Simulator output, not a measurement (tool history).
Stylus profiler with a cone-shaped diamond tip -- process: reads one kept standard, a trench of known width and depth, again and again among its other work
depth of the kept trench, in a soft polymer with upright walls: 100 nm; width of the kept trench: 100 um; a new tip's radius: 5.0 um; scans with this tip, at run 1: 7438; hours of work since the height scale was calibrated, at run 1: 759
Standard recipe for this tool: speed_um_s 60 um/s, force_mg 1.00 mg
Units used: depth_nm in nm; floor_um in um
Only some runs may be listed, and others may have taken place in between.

run,hour,speed_um_s,force_mg,scans with this tip,hours of work since the height scale was calibrated,depth_nm,floor_um
1,0.0,60,1.00,7438,759,100.10,96.58
2,10.1,60,1.00,7497,765,100.08,96.64
3,20.7,60,1.00,7559,771,100.05,96.58
4,28.5,60,1.00,7605,776,99.99,96.57
5,36.8,60,1.00,7653,781,100.12,96.59
6,52.5,60,1.00,7745,790,100.06,96.60
7,63.9,60,1.00,7812,797,100.00,96.60
8,71.4,60,2.88,7856,801,100.38,96.69
9,84.8,60,1.00,7934,809,100.09,96.55
10,99.5,104,1.00,8020,818,100.12,96.26
11,115.7,60,1.00,8114,828,100.08,96.52
12,123.2,210,1.00,8159,832,100.03,95.73
13,133.4,210,1.00,8218,838,99.99,95.75
14,142.0,210,1.00,8269,843,99.97,95.73
15,155.9,35,1.00,8349,852,100.06,96.62
16,163.4,35,1.00,8393,856,100.03,96.66
17,174.6,35,1.00,8459,863,100.00,96.67
18,187.8,35,1.00,8536,871,100.02,96.59
19,198.1,60,1.00,8596,877,100.07,96.49
20,211.4,60,1.00,8674,885,100.05,96.40
21,218.5,60,0.74,8716,889,99.91,96.39
22,234.6,35,0.74,8809,899,99.98,96.54
23,245.3,35,0.74,8872,905,99.90,96.57
24,259.6,35,0.74,8956,914,99.95,96.54
25,272.9,35,0.74,9033,921,99.98,96.48
26,284.5,22,0.86,9101,928,99.90,96.64
27,291.9,46,0.78,9145,933,99.91,96.47
# hour 298.4: new tip fitted, height scale calibrated
28,308.5,16,1.02,59,6,100.35,97.89
# hour 309.9: height scale calibrated on a step standard
29,316.9,16,1.02,105,4,100.36,97.92
30,332.4,82,0.45,195,13,100.18,97.25
31,348.5,82,0.45,290,23,100.25,97.24
32,357.7,148,1.11,343,28,100.36,97.18
33,367.4,55,0.57,400,34,100.26,97.48
34,383.1,55,0.57,492,44,100.20,97.49
# hour 394.8: height scale calibrated on a step standard, once more
35,398.2,55,0.57,577,2,100.12,97.50
36,410.6,158,0.57,650,9,100.20,96.81
37,418.1,158,0.57,694,14,100.22,96.76
38,429.8,158,0.57,762,21,100.25,96.72
39,439.9,232,1.30,821,27,100.36,96.73
40,449.7,232,1.30,878,33,100.24,96.75
41,465.8,51,1.75,972,42,100.40,97.63
42,481.0,51,1.75,1061,51,100.37,97.56
43,497.1,199,0.40,1156,61,100.07,96.08
44,509.4,199,0.40,1227,68,100.09,96.05
45,522.3,41,1.24,1303,76,100.30,97.55
46,536.9,36,1.00,1388,85,100.25,97.58

Selected run-to-run steps in depth_nm, each split into two signed amounts: the part the tool would show with no hidden state at all (from settings, incoming material and random variation), and the remainder, which goes to the hidden state together with any gauge scatter not common to the measured and the hidden-state-free results:
Unlogged tool condition in this case: radius of the tip, um; height scale over the true one, %; drift of the gauge itself on depth_nm, %; drift of the gauge itself on floor_um, %.
Run 5 -> 6: nothing adjusted, nothing logged. depth_nm -0.06 nm: hidden state -0.01, all else -0.05.
Run 7 -> 8: force_mg 1.00 -> 2.88. depth_nm +0.38 nm: hidden state +0.00, all else +0.38.
Run 27 -> 28: speed_um_s 46 -> 16, force_mg 0.78 -> 1.02, new tip fitted, height scale calibrated. depth_nm +0.44 nm: hidden state +0.33, all else +0.11.
Run 34 -> 35: height scale calibrated on a step standard, once more. depth_nm -0.08 nm: hidden state -0.06, all else -0.02.
Run 42 -> 43: speed_um_s 51 -> 199, force_mg 1.75 -> 0.40. depth_nm -0.30 nm: hidden state -0.01, all else -0.29.
